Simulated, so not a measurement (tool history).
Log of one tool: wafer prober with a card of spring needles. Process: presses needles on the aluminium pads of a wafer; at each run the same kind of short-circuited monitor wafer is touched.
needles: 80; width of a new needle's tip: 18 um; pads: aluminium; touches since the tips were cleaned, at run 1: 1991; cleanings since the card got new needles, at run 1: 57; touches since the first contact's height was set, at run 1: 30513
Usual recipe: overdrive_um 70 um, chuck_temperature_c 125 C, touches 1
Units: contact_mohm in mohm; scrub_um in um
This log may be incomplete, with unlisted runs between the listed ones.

| run | day | overdrive_um | chuck_temperature_c | touches | touches since the tips were cleaned | cleanings since the card got new needles | touches since the first contact's height was set | contact_mohm | scrub_um |
|---|---|---|---|---|---|---|---|---|---|
| 1 | 0 | 70 | 125 | 1 | 1991 | 57 | 30513 | 203 | 19.38 |
|  | 0.179 | tips cleaned on abrasive film |
|  | 0.521 | tips cleaned on abrasive film |
| 2 | 0.529 | 70 | 125 | 1 | 115 | 59 | 38297 | 173 | 19.25 |
|  | 0.812 | tips cleaned on abrasive film |
|  | 1.129 | tips cleaned on abrasive film |
| 3 | 1.179 | 70 | 125 | 1 | 767 | 61 | 47930 | 187 | 19.35 |
|  | 1.438 | tips cleaned on abrasive film |
| 4 | 1.583 | 70 | 125 | 1 | 2215 | 62 | 53919 | 204 | 19.27 |
|  | 1.738 | tips cleaned on abrasive film |
|  | 2.05 | tips cleaned on abrasive film |
| 5 | 2.183 | 70 | 125 | 1 | 1945 | 64 | 62718 | 204 | 19.18 |
|  | 2.346 | tips cleaned on abrasive film |
|  | 2.65 | tips cleaned on abrasive film |
| 6 | 2.704 | 70 | 125 | 1 | 837 | 66 | 70431 | 192 | 19.25 |
|  | 2.95 | tips cleaned on abrasive film |
| 7 | 3.179 | 70 | 125 | 1 | 3420 | 67 | 77463 | 225 | 19.26 |
|  | 3.238 | tips cleaned on abrasive film |
|  | 3.529 | tips cleaned on abrasive film |
|  | 3.829 | tips cleaned on abrasive film |
| 8 | 3.829 | 70 | 125 | 1 | 0 | 70 | 87030 | 173 | 19.02 |
|  | 4.142 | tips cleaned on abrasive film |
| 9 | 4.342 | 70 | 125 | 1 | 2962 | 71 | 94582 | 226 | 19.03 |
|  | 4.433 | tips cleaned on abrasive film |
|  | 4.75 | tips cleaned on abrasive film |
| 10 | 5.012 | 70 | 125 | 1 | 3933 | 73 | 104497 | 231 | 19.04 |
|  | 5.05 | tips cleaned on abrasive film |
|  | 5.371 | tips cleaned on abrasive film |
| 11 | 5.433 | 70 | 125 | 1 | 945 | 75 | 110725 | 191 | 19.05 |
|  | 5.704 | tips cleaned on abrasive film |
| 12 | 5.862 | 70 | 125 | 1 | 2330 | 76 | 117044 | 213 | 18.96 |
|  | 6.025 | tips cleaned on abrasive film |
|  | 6.342 | tips cleaned on abrasive film |
|  | 6.608 | height of the first contact set anew |
| 13 | 6.608 | 70 | 125 | 1 | 3817 | 78 | 0 | 227 | 19.4 |
|  | 6.675 | tips cleaned on abrasive film |
|  | 6.992 | tips cleaned on abrasive film |
| 14 | 6.992 | 70 | 33 | 1 | 2 | 80 | 5631 | 155 | 19.35 |
|  | 7.329 | tips cleaned on abrasive film |
| 15 | 7.462 | 70 | 81 | 1 | 1991 | 81 | 12570 | 207 | 19.43 |
|  | 7.638 | tips cleaned on abrasive film |
|  | 7.95 | tips cleaned on abrasive film |
| 16 | 7.967 | 70 | 81 | 1 | 229 | 83 | 20019 | 172 | 19.38 |
|  | 8.262 | tips cleaned on abrasive film |
| 17 | 8.279 | 70 | 81 | 1 | 224 | 84 | 24603 | 171 | 19.42 |
|  | 8.571 | tips cleaned on abrasive film |
| 18 | 8.667 | 77 | 69 | 1 | 1436 | 85 | 30385 | 186 | 21.37 |
|  | 8.892 | tips cleaned on abrasive film |
|  | 9.204 | tips cleaned on abrasive film |
| 19 | 9.292 | 77 | 69 | 1 | 1294 | 87 | 39599 | 186 | 21.26 |
|  | 9.521 | tips cleaned on abrasive film |
| 20 | 9.783 | 70 | 125 | 1 | 3937 | 88 | 46915 | 235 | 19.32 |
|  | 9.846 | tips cleaned on abrasive film |
|  | 10.167 | tips cleaned on abrasive film |
| 21 | 10.404 | 70 | 66 | 1 | 3553 | 90 | 56041 | 224 | 19.26 |
|  | 10.462 | tips cleaned on abrasive film |
|  | 10.783 | tips cleaned on abrasive film |
|  | 11.088 | tips cleaned on abrasive film |
| 22 | 11.088 | 52 | 89 | 1 | 0 | 93 | 66069 | 184 | 14.17 |
|  | 11.396 | tips cleaned on abrasive film |
| 23 | 11.554 | 52 | 89 | 1 | 2362 | 94 | 73000 | 253 | 14.19 |
|  | 11.696 | tips cleaned on abrasive film |
|  | 12.012 | tips cleaned on abrasive film |
| 24 | 12.254 | 70 | 117 | 1 | 3591 | 96 | 83355 | 228 | 19.16 |
|  | 12.304 | tips cleaned on abrasive film |
|  | 12.608 | tips cleaned on abrasive film |
| 25 | 12.875 | 70 | 117 | 1 | 3975 | 98 | 92528 | 230 | 19.08 |
|  | 12.942 | tips cleaned on abrasive film |
|  | 13.233 | tips cleaned on abrasive film |
|  | 13.542 | tips cleaned on abrasive film |
| 26 | 13.596 | 66 | 48 | 2 | 816 | 101 | 103149 | 178 | 17.98 |
|  | 13.842 | tips cleaned on abrasive film |
| 27 | 13.917 | 70 | 27 | 1 | 1152 | 102 | 107887 | 185 | 19.02 |
|  | 14.146 | tips cleaned on abrasive film |
| 28 | 14.392 | 70 | 27 | 1 | 3715 | 103 | 114937 | 226 | 18.99 |
|  | 14.458 | tips cleaned on abrasive film |
|  | 14.75 | tips cleaned on abrasive film |
|  | 15.05 | tips cleaned on abrasive film |
| 29 | 15.117 | 54 | 35 | 1 | 975 | 106 | 125551 | 198 | 14.51 |
|  | 15.258 | height of the first contact set anew |
|  | 15.383 | tips cleaned on abrasive film |
| 30 | 15.538 | 54 | 35 | 1 | 2320 | 107 | 4127 | 232 | 15.01 |

Branching from run 30: 4 alternative next runs. What would each branch give?
|  | 15.7 | tips cleaned on abrasive film |
|  | 15.992 | tips cleaned on abrasive film |
| A | 16.012 | 87 | 121 | 2 | 255 | 109 | 11059 | ? | ? |
|  | 15.7 | tips cleaned on abrasive film |
|  | 15.992 | tips cleaned on abrasive film |
| B | 16.012 | 70 | 51 | 3 | 255 | 109 | 11059 | ? | ? |
|  | 15.7 | tips cleaned on abrasive film |
|  | 15.992 | tips cleaned on abrasive film |
| C | 16.012 | 73 | 30 | 3 | 255 | 109 | 11059 | ? | ? |
|  | 15.7 | tips cleaned on abrasive film |
|  | 15.992 | tips cleaned on abrasive film |
| D | 16.012 | 88 | 94 | 3 | 255 | 109 | 11059 | ? | ? |

| run | contact_mohm | scrub_um |
|---|---|---|
| A | 170 | 24.12 |
| B | 156 | 19.28 |
| C | 155 | 20.21 |
| D | 163 | 24.31 |
Had the tool no hidden state, the same runs would have come out as:
| run | contact_mohm | scrub_um |
|---|---|---|
| A | 165 | 24.17 |
| B | 151 | 19.33 |
| C | 150 | 20.26 |
| D | 159 | 24.36 |
